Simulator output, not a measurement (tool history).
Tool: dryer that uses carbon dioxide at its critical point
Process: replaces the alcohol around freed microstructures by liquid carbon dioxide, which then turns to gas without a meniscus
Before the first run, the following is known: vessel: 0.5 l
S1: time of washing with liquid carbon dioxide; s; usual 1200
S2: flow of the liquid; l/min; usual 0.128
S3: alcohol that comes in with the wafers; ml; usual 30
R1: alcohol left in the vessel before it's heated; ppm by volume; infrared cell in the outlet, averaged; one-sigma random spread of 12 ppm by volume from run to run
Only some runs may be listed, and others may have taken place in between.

run 1 hour=0.0 | S1=1200 S2=0.128 S3=30 | R1=831
run 2 hour=14.7 | S1=1200 S2=0.128 S3=30 | R1=881
run 3 hour=37.2 | S1=960 S2=0.128 S3=30 | R1=2119
run 4 hour=57.7 | S1=960 S2=0.128 S3=36 | R1=2600
run 5 hour=90.9 | S1=960 S2=0.128 S3=36 | R1=2740
run 6 hour=120.4 | S1=1200 S2=0.128 S3=30 | R1=1066
run 7 hour=147.0 | S1=1200 S2=0.128 S3=30 | R1=1116
run 8 hour=177.3 | S1=1200 S2=0.128 S3=30 | R1=1188
run 9 hour=192.9 | S1=1200 S2=0.081 S3=30 | R1=4792
run 10 hour=226.1 | S1=1200 S2=0.081 S3=30 | R1=5128
run 11 hour=251.1 | S1=1200 S2=0.081 S3=30 | R1=5091
run 12 hour=276.0 | S1=1740 S2=0.207 S3=32 | R1=27
-- hour=282.9 inlet filter changed
run 13 hour=293.1 | S1=1080 S2=0.121 S3=47 | R1=2175
run 14 hour=309.5 | S1=1080 S2=0.121 S3=47 | R1=2241
run 15 hour=328.4 | S1=1560 S2=0.155 S3=76 | R1=188
run 16 hour=360.7 | S1=960 S2=0.179 S3=76 | R1=1390
run 17 hour=385.6 | S1=960 S2=0.179 S3=90 | R1=1755
run 18 hour=417.9 | S1=1200 S2=0.085 S3=93 | R1=11091
run 19 hour=439.6 | S1=1200 S2=0.085 S3=93 | R1=11485
run 20 hour=474.1 | S1=1500 S2=0.191 S3=25 | R1=56
run 21 hour=493.0 | S1=1500 S2=0.191 S3=25 | R1=50
run 22 hour=509.0 | S1=1500 S2=0.159 S3=25 | R1=128

Alternative continuations, all from the tool just after run 22; predict every row:
run A hour=523.2 | S1=1500 S2=0.159 S3=73 | R1=?
run B hour=523.2 | S1=1500 S2=0.143 S3=25 | R1=?
run C hour=523.2 | S1=1800 S2=0.175 S3=64 | R1=?

run=A R1=341
run=B R1=232
run=C R1=69
Without the tool's hidden state the same runs would have given:
run=A R1=147
run=B R1=111
run=C R1=22
